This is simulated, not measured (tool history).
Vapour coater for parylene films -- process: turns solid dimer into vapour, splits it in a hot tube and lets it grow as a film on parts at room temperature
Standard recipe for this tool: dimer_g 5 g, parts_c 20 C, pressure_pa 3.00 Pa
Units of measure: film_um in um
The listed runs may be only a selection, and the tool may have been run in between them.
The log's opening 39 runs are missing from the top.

run,hour,dimer_g,parts_c,pressure_pa,hours of work since the trap's valve was overhauled,hours of work since the table's thermometer was calibrated,film_um
40,1488.9,8,20,3.06,25,927,3.25
41,1544.2,5,24,3.00,50,952,1.71
42,1581.0,5,14,10.76,67,969,1.97
43,1638.7,5,22,3.00,93,995,1.86
44,1663.6,6,29,6.01,104,1007,1.48
45,1693.3,8,18,11.14,118,1020,2.67
46,1737.8,5,20,3.71,138,1041,1.92
47,1769.4,5,20,3.71,152,1055,1.91
48,1801.3,5,32,11.03,167,1069,0.95

3 ways to go on from here, each from the tool as it stands after run 48. What would each give?
A,1835.1,3,27,2.09,182,1085,?
B,1835.1,5,32,7.32,182,1085,?
C,1835.1,7,14,6.37,182,1085,?

run,film_um
A,0.96
B,1.03
C,3.11
With no hidden state in the tool, these same runs would have given:
run,film_um
A,0.96
B,1.03
C,3.11
